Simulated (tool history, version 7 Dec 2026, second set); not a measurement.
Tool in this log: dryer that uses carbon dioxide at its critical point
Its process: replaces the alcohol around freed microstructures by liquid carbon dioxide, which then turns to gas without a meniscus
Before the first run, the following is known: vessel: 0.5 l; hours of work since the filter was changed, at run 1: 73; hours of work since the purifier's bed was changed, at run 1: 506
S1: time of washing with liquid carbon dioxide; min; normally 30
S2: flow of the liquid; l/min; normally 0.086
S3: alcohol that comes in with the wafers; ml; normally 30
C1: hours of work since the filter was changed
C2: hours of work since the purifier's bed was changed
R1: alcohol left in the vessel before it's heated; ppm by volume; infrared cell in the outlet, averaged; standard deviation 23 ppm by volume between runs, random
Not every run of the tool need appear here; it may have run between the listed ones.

Run 1, hour 0: usual settings; C1 73; C2 506. Result: R1 1772 ppm by volume.
Run 2, hour 12.6: usual settings; C1 80; C2 513. Result: R1 1788 ppm by volume.
Run 3, hour 31.3: usual settings; C1 91; C2 524. Result: R1 1825 ppm by volume.
Run 4, hour 41.1: usual settings; C1 97; C2 530. Result: R1 1856 ppm by volume.
Run 5, hour 56.9: usual settings; C1 106; C2 539. Result: R1 1895 ppm by volume.
Run 6, hour 69.4: usual settings but S2 0.0538 l/min; C1 113; C2 546. Result: R1 6964 ppm by volume.
Run 7, hour 92.7: usual settings; C1 127; C2 560. Result: R1 1933 ppm by volume.
Run 8, hour 112.5: usual settings but S1 32 min; C1 138; C2 571. Result: R1 1557 ppm by volume.
Run 9, hour 132.3: usual settings but S1 32 min; C1 150; C2 583. Result: R1 1592 ppm by volume.
Run 10, hour 142.5: usual settings but S3 76 ml; C1 156; C2 589. Result: R1 5055 ppm by volume.
Run 11, hour 163: usual settings but S3 76 ml; C1 168; C2 601. Result: R1 5106 ppm by volume.
Run 12, hour 176.2: usual settings but S3 76 ml; C1 175; C2 609. Result: R1 5198 ppm by volume.
Run 13, hour 185.9: usual settings; C1 181; C2 614. Result: R1 2091 ppm by volume.
Run 14, hour 208.4: usual settings but S2 0.0611 l/min; C1 194; C2 627. Result: R1 5698 ppm by volume.
At hour 220.1: inlet filter changed.
Run 15, hour 221.1: usual settings; C1 1; C2 634. Result: R1 1645 ppm by volume.
Run 16, hour 242.5: usual settings; C1 13; C2 647. Result: R1 1579 ppm by volume.
Run 17, hour 258.2: usual settings; C1 22; C2 656. Result: R1 1600 ppm by volume.
Run 18, hour 268.3: usual settings; C1 28; C2 662. Result: R1 1714 ppm by volume.
Run 19, hour 283.6: usual settings; C1 37; C2 671. Result: R1 1678 ppm by volume.
Run 20, hour 294.4: usual settings; C1 43; C2 677. Result: R1 1691 ppm by volume.
Run 21, hour 306.8: usual settings but S3 116 ml; C1 51; C2 684. Result: R1 6439 ppm by volume.
Run 22, hour 322.3: usual settings but S2 0.066 l/min, S3 32 ml; C1 60; C2 693. Result: R1 4265 ppm by volume.
Run 23, hour 340.1: usual settings but S2 0.066 l/min, S3 32 ml; C1 70; C2 704. Result: R1 4387 ppm by volume.
Run 24, hour 358.4: usual settings but S2 0.0885 l/min, S3 55 ml; C1 81; C2 714. Result: R1 2880 ppm by volume.
Run 25, hour 373.8: usual settings but S2 0.1319 l/min, S3 64 ml; C1 90; C2 723. Result: R1 641 ppm by volume.

Run 26, settings as shown, results not yet in. Your forecast:
Run 26, hour 386.8: usual settings but S1 22 min, S2 0.0532 l/min, S3 31 ml; C1 97; C2 731. Result: R1 ?.

{"run 26": {"R1": 12909}}
Had the tool carried no hidden state, the very same run would have given R1 11883 ppm by volume.
